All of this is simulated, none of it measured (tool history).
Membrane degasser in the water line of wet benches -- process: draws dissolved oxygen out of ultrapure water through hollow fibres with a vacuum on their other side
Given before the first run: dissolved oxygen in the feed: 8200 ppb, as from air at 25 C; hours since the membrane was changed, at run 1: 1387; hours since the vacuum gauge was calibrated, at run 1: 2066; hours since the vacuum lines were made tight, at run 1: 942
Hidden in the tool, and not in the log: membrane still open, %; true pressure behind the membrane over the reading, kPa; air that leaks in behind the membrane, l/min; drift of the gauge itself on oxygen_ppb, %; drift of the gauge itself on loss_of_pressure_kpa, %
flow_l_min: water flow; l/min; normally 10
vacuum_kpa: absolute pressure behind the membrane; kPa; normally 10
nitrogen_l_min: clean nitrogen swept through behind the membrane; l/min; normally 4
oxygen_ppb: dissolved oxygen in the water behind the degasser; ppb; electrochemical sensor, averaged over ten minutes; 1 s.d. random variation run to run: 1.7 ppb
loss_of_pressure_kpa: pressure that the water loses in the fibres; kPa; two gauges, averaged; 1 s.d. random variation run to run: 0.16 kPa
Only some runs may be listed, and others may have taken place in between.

run	day	flow_l_min	vacuum_kpa	nitrogen_l_min	hours since the membrane was changed	hours since the vacuum gauge was calibrated	hours since the vacuum lines were made tight	oxygen_ppb	loss_of_pressure_kpa
1	0	10	10	4	1387	2066	942	176.6	26.35
2	1.125	10	10	4	1414	2093	969	176.6	26.35
3	2.971	10	10	4	1458	2138	1013	177.3	26.32
4	4.321	10	10	4	1491	2170	1046	179.8	26.74
5	5.608	10	10	4	1522	2201	1077	181.6	26.57
6	6.729	13	10	4	1549	2228	1104	243.9	34.57
7	8.625	13	10	4	1594	2273	1149	244	34.39
# day 8.779: vacuum gauge calibrated
8	10.167	13	10	4	1631	33	1186	246.7	34.77
9	11.067	8	10	4	1652	55	1207	131.9	21.18
10	12.738	8	10	4	1692	95	1247	132.5	21.43
11	13.754	10	10	4	1717	119	1272	180.5	26.69
12	15.062	10	10	4	1748	151	1303	182	26.37
# day 15.871: vacuum gauge calibrated, once more
13	16.779	10	10	4.76	1789	22	1344	171	26.4
14	18.858	10	8.4	1.76	1839	72	1394	208.2	26.48
15	20.35	10	8.4	1.76	1874	107	1429	206.8	26.88
16	21.862	7	10	2.54	1911	144	1466	127.6	18.55

What does the tool deliver on the next run?
17	23.2	15	20.6	9.71	1943	176	1498	?	?

oxygen_ppb: 293 ppb
loss_of_pressure_kpa: 40 kPa
The same run, on a tool lacking any hidden state, would have yielded oxygen_ppb 283.7 ppb, loss_of_pressure_kpa 39.57 kPa.
